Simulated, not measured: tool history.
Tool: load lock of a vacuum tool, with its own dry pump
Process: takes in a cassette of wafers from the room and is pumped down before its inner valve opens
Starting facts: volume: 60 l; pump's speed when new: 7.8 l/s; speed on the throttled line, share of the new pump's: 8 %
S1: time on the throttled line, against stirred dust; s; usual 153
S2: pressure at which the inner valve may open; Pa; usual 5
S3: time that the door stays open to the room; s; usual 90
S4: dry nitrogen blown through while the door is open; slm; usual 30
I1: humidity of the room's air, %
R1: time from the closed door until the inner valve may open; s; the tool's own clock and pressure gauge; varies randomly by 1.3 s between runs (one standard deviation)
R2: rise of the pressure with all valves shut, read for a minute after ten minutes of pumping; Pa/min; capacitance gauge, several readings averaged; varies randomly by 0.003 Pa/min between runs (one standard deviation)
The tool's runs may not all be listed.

run      day   S1  S2   S3  S4    I1     R1     R2
  1    0.000  153   5   90  30  48.4  227.1  0.117
  2    8.933  153   5   90  30  43.6  225.7  0.128
  3   16.862  153   5   90  30  45.9  224.5  0.141
  4   21.162  153   5   90  30  46.9  225.9  0.148
  5   25.771  153   5   90  30  46.7  226.6  0.154
  6   33.442  129   5   90  30  47.4  206.6  0.168
  7   40.962  197   5   90  30  48.2  265.7  0.188
  8   49.438  197   5   90  30  44.5  267.8  0.197
  9   57.867  197   5   90  30  41.8  266.3  0.209
 10   62.992  197   5   90  30  43.1  265.8  0.222
 11   71.842  197   5   90  30  43.5  267.0  0.248
 12   77.654  153   4   90  30  44.7  229.1  0.265
 13   83.300  153   4   90  30  42.0  230.3  0.271
 14   92.133  153   4   90  30  49.2  230.5  0.283
 15   98.258  153   5   90  44  51.1  228.2  0.302
 16  103.488  153   5   90  44  42.0  229.1  0.312
 17  111.108  153   5   38  30  46.7  227.5  0.337
 18  118.154  153   5   62  30  46.1  229.5  0.363
 19  127.179  153   5   62  30  44.6  227.9  0.382
 20  131.608  153   5   90   9  44.5  226.8  0.410
 21  141.250  153   5   90   9  43.9  227.6  0.439
 22  151.233  153   5  231  30  46.2  230.9  0.461
 23  159.650  109   6   90  30  46.2  188.3  0.489
 24  168.996  109   6   90  30  43.9  186.4  0.523
 25  178.992  109   6  169  27  46.9  188.6  0.559
 26  185.558  194   9  169   4  46.4  260.1  0.615
     192.796  -- door's seal changed, seat wiped
 27  193.221  153   5  112  13  43.7  227.3  0.025
 28  198.862  153   6   76   8  48.7  227.9  0.038
 29  205.775  153   6   76   8  44.8  228.6  0.032
 30  213.483  153   6   76   8  46.3  227.9  0.043
 31  223.700  153   6   76   8  47.7  228.6  0.052
 32  233.579  279   8   84   5  44.8  340.9  0.067
 33  243.171  279   8   84   5  44.6  338.3  0.077
 34  252.204  279   8   84  38  43.6  341.0  0.069
 35  261.404  158   5   72   6  45.8  234.6  0.091
 36  270.950  153   5   33  13  42.9  231.5  0.095

What will run 37 give?
 37  280.650  303   5  90  30  43.3   ?   ?

R1: 369.5 s
R2: 0.109 Pa/min
With the hidden condition absent and the run-to-run variation left alone, this run would have shown R1 356.7 s, R2 0.012 Pa/min.

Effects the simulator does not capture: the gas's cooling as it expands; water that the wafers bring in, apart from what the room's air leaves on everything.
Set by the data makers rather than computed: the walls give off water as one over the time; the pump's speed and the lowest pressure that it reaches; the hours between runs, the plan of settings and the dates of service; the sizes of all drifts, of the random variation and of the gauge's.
